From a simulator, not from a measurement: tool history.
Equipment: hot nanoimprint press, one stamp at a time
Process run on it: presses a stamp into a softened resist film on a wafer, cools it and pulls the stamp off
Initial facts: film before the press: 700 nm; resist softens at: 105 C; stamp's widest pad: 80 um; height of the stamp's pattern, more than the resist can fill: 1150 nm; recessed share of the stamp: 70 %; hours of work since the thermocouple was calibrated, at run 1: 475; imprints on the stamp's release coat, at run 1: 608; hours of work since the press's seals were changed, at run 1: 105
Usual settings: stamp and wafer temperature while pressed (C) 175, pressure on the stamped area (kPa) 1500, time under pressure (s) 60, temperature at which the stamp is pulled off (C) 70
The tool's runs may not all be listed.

run,hour,stamp and wafer temperature while pressed (C),pressure on the stamped area (kPa),time under pressure (s),temperature at which the stamp is pulled off (C),hours of work since the thermocouple was calibrated,imprints on the stamp's release coat,hours of work since the press's seals were changed,resist left under the stamp's widest pad (nm),greatest force while the stamp is pulled off (N)
1,0.0,175,1500,60,70,475,608,105,275.6,243
2,9.7,175,1500,60,70,482,654,112,273.3,237
3,17.9,175,1500,60,70,487,693,117,274.2,242
4,30.6,175,1570,60,70,496,754,126,269.2,241
5,39.4,175,1500,60,78,502,796,132,274.4,195
6,56.3,175,1500,60,78,513,877,144,274.6,192
7,70.0,175,1930,60,78,523,942,153,247.4,194
8,81.4,175,1930,60,78,531,997,161,248.1,202
# hour 93.7: plate thermocouple calibrated
# hour 100.7: stamp cleaned and given a new release coat
9,107.2,175,1930,60,78,5,31,172,263.2,169
10,124.0,175,1500,35,70,17,111,184,363.6,216
11,133.0,170,1500,60,70,23,154,190,367.1,214
12,141.0,170,1500,60,70,28,192,195,373.2,221
13,157.8,170,1500,60,70,40,273,207,370.5,226
14,172.1,165,1500,60,70,50,341,217,455.4,227
15,185.4,165,1500,60,70,59,405,226,452.7,230
16,203.7,166,1210,86,78,71,492,238,421.3,188
17,219.1,169,1210,47,78,82,566,249,447.1,181
18,231.9,185,2290,60,66,90,627,258,154.6,278
19,241.8,184,1580,30,70,97,674,264,258.4,250
20,252.2,175,1500,103,70,104,724,272,233.4,258
21,269.5,175,1500,103,70,116,807,283,232.4,258
22,283.2,183,1500,60,70,126,872,293,205.8,265
23,299.3,175,1490,95,70,137,949,304,242.2,265
24,313.8,175,1490,112,74,147,1018,314,225.0,243
# hour 326.6: stamp cleaned and given a new release coat
25,339.2,174,1500,62,70,160,59,327,300.5,212
26,349.7,175,1500,99,76,167,110,334,238.4,184
27,362.7,177,1500,60,70,176,172,343,262.5,216
28,381.5,177,1320,60,70,189,262,356,282.6,221
29,390.4,174,1490,36,67,195,304,362,366.4,240

Consider 5 possible next runs. They are alternatives, not a sequence: every one starts from the tool as it was left by run 29. What does each give?
A,404.0,181,1490,36,68,204,369,371,?,?
B,404.0,187,1490,36,68,204,369,371,?,?
C,404.0,169,1490,113,58,204,369,371,?,?
D,404.0,175,2090,60,55,204,369,371,?,?
E,404.0,168,2030,36,74,204,369,371,?,?

run,resist left under the stamp's widest pad (nm),greatest force while the stamp is pulled off (N)
A,275.1,241
B,215.7,238
C,298.9,294
D,251.6,312
E,420.6,202
Without the tool's unlogged condition, the same runs would have read:
run,resist left under the stamp's widest pad (nm),greatest force while the stamp is pulled off (N)
A,278.6,221
B,218.1,219
C,304.2,269
D,254.3,285
E,425.1,185

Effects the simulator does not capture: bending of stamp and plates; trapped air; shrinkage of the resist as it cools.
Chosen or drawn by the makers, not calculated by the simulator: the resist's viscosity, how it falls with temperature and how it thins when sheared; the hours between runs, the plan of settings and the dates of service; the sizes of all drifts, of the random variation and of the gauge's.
